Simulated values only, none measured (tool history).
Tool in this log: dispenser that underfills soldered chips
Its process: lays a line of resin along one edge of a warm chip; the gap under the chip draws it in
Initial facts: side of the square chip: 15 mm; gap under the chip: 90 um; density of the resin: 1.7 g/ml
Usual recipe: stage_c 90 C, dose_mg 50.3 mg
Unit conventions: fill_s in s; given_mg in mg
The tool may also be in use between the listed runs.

run   hour  stage_c  dose_mg  fill_s  given_mg
  1    0.0       90     50.3   101.6     50.03
  2    6.1       90     50.3   140.3     49.15
       9.5  -- new syringe of resin
  3   13.9       91     50.3   103.7     49.09
  4   17.7       90     44.2   135.6     43.08
      22.3  -- new syringe of resin
  5   24.8       86     50.3   119.1     48.38
  6   31.7       86     50.3   166.9     48.33
      35.2  -- new syringe of resin
  7   35.6       86     50.3   109.3     48.00
  8   42.3       86     50.3   153.3     48.14
  9   45.6       84     50.3   194.6     47.85
      48.0  -- new syringe of resin
 10   50.7       84     50.3   129.7     47.72
 11   54.3       90     50.3   122.1     47.93
      60.7  -- new syringe of resin
 12   62.7       90     63.6    93.1     59.94
 13   69.7       90     63.6   133.3     59.73
      73.5  -- new syringe of resin
 14   76.1       90     63.6    96.4     59.79
 15   84.0       90     63.6   144.0     59.10
      86.1  -- new syringe of resin
 16   87.7       90     63.6    93.8     58.71
 17   91.8       90     63.6   116.8     58.65
      98.6  -- new syringe of resin
 18   98.6       90     63.6    85.6     58.16
 19  105.2       90     63.6   118.3     58.16
     107.6  -- dispensing valve cleaned and set on the balance
 20  110.8       90     47.2   155.7     46.92
     112.5  -- new syringe of resin
 21  117.9       90     47.2   120.4     47.01
     125.3  -- new syringe of resin
 22  125.3       92     50.7    80.9     49.79
 23  130.1       92     50.7   102.0     49.83
 24  136.3       92     50.7   141.5     49.50
     138.0  -- new syringe of resin
 25  142.6       92     50.7   104.4     49.33
 26  148.6       92     50.7   140.6     48.85
     150.5  -- new syringe of resin
 27  156.6       92     50.7   109.5     48.54
 28  161.3       90     62.3   146.2     59.59
     163.3  -- new syringe of resin
 29  165.0       79     62.7   157.4     60.23
 30  169.5      104     55.5    66.5     53.10
     175.9  -- new syringe of resin
 31  177.6       75     54.6   188.2     51.79
 32  184.9       82     59.7   196.2     56.28
     188.5  -- new syringe of resin
 33  188.5       82     59.7   122.0     56.48
 34  194.2       94     50.2   100.0     47.05
     201.3  -- new syringe of resin
 35  201.3      100     62.3    55.7     58.36
 36  208.8      100     62.3    82.7     57.68

Had the tool no unlogged condition, and each run kept its random variation, what would the results have been?
Hidden conditions of the tool in this case: resin's viscosity, % of fresh resin's; dose that the valve gives, % of what is set; true chip temperature over the reading, C; drift of the gauge itself on fill_s, %; drift of the gauge itself on given_mg, %.
run  fill_s  given_mg
  1    85.3     50.67
  2    86.6     50.00
  3    82.4     50.23
  4    88.8     44.21
  5   103.8     49.91
  6   102.5     50.11
  7   103.9     49.91
  8   103.4     50.29
  9   110.9     50.12
 10   110.1     50.17
 11    86.5     50.53
 12    82.4     63.57
 13    82.9     63.70
 14    84.6     64.07
 15    84.6     63.77
 16    84.9     63.51
 17    85.5     63.65
 18    84.8     63.47
 19    83.8     63.79
 20    87.9     47.13
 21    86.6     47.45
 22    79.9     50.50
 23    78.9     50.73
 24    80.0     50.62
 25    80.1     50.66
 26    79.5     50.39
 27    79.2     50.38
 28    84.0     62.05
 29   140.7     62.88
 30    47.4     55.64
 31   167.4     54.61
 32   121.3     59.69
 33   120.0     60.05
 34    73.5     50.24
 35    54.9     62.64
 36    55.7     62.26
